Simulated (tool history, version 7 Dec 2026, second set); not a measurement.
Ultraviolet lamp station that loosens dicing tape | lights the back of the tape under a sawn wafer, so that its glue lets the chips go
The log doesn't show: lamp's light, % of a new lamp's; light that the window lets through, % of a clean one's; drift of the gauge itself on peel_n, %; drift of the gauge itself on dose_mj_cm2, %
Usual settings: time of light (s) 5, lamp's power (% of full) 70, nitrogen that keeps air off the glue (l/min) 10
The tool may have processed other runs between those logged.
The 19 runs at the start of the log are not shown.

run    hour  time of light (s)  lamp's power (% of full)  nitrogen that keeps air off the glue (l/min)  hours of work of the lamp  hours of work since the window was cleaned  force that peels the tape off (N)  light that reached the tape (mJ/cm²)
 20   803.6                  2                        70                                            10                         71                                         295                              3.316                                    76
 21   828.3                  5                        70                                            10                         87                                         311                              0.830                                   188
 22   858.1                  6                        74                                             4                        105                                         329                              1.176                                   231
 23   912.1                  9                        70                                            11                        138                                         362                              0.201                                   322
 24   953.5                  4                        74                                            10                        164                                         387                              1.265                                   148
 25   995.9                  4                        74                                            10                        190                                         413                              1.351                                   147
 26  1050.8                  5                        67                                            10                        223                                         447                              1.102                                   163
 27  1078.3                  2                        67                                            16                        240                                         464                              3.217                                    67
 28  1129.6                  6                        84                                            16                        272                                         496                              0.286                                   239
 29  1181.4                  2                        84                                            12                        303                                         527                              3.015                                    78
 30  1215.5                  4                        77                                             5                        324                                         548                              2.248                                   142
 31  1255.3                  4                        74                                            16                        349                                         573                              1.201                                   137
 32  1293.8                  3                        66                                             6                        372                                         596                              3.318                                    91
 33  1319.2                  6                        70                                            10                        388                                         612                              0.839                                   185
 34  1341.6                  6                        70                                            12                        402                                         626                              0.749                                   180
 35  1375.6                  6                        70                                            12                        423                                         647                              0.765                                   185
 36  1413.1                  7                        80                                            10                        446                                         670                              0.466                                   237
 37  1443.1                  7                        80                                            10                        464                                         688                              0.472                                   239

Run 38 has not been measured yet. What should we expect?
     1455.4  -- window cleaned of glue's vapour
 38  1487.9                  7                        80                                            10                        491                                          20                                  ?                                     ?

{"run 38": {"force that peels the tape off (N)": 0.307, "light that reached the tape (mJ/cm²)": 285}}
On a tool with no hidden condition, and with the same random variation, this run would have come out at force that peels the tape off (N) 0.215, light that reached the tape (mJ/cm²) 331.

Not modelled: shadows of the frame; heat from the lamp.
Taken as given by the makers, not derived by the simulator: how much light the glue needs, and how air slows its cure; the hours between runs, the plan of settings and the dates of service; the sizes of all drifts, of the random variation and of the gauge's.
